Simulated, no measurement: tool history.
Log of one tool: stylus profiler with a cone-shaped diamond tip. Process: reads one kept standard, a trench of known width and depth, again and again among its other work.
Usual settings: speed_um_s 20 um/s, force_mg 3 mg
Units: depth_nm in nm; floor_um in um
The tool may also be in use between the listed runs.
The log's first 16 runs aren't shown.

run   hour  speed_um_s  force_mg  scans with this tip  hours of work since the height scale was calibrated  depth_nm  floor_um
 17  220.9          20         3                  999                                                  219    202.46     17.96
 18  229.1          20         3                 1016                                                  223    202.55     17.97
 19  238.1           7      6.31                 1035                                                  227    204.11     18.03
 20  251.2           6       1.9                 1061                                                  233    201.77     17.97
 21  266.7           6       1.9                 1093                                                  240    201.83     18.02
 22  274.6           9       1.9                 1109                                                  243    201.89     17.97
 23  291.1          31         3                 1143                                                  251    202.41     17.91
 24  306.1          31         3                 1174                                                  257    202.51     17.95
 25  321.2          51      7.83                 1205                                                  264    204.66     17.94
 26  328.9          51      7.83                 1221                                                  268    204.75      17.9
 27  346.5          51      7.83                 1257                                                  275     204.8     17.91
 28  354.9          15      2.11                 1274                                                  279    201.99        18
 29  371.3          65      1.73                 1307                                                  287    201.72     17.73
 30  385.3          12      1.66                 1336                                                  293    201.76     18.03
 31    394          14      3.93                 1354                                                  297    203.05     17.99
 32  405.4          11      4.43                 1377                                                  302    203.18     18.04
 33  417.2          11      4.43                 1401                                                  307    203.23     18.05
 34  430.6          11      4.43                 1429                                                  313    203.22     18.03
 35  440.4          75      5.03                 1449                                                  318    203.44     17.81

5 ways to go on from here, each from the tool as it stands after run 35. What would each give?
  A  455.7          22      5.03                 1480                                                  324         ?         ?
  B  455.7          37      4.57                 1480                                                  324         ?         ?
  C  455.7          11      6.41                 1480                                                  324         ?         ?
  D  455.7          19      2.13                 1480                                                  324         ?         ?
  E  455.7           9      5.03                 1480                                                  324         ?         ?

run  depth_nm  floor_um
  A    203.52     17.98
  B    203.24     17.93
  C    204.15        18
  D    202.05     17.95
  E    203.62     18.01
Without the tool's hidden state the same runs would have given:
run  depth_nm  floor_um
  A    203.51     17.98
  B    203.22     17.93
  C    204.14        18
  D    202.04     17.95
  E     203.6     18.01
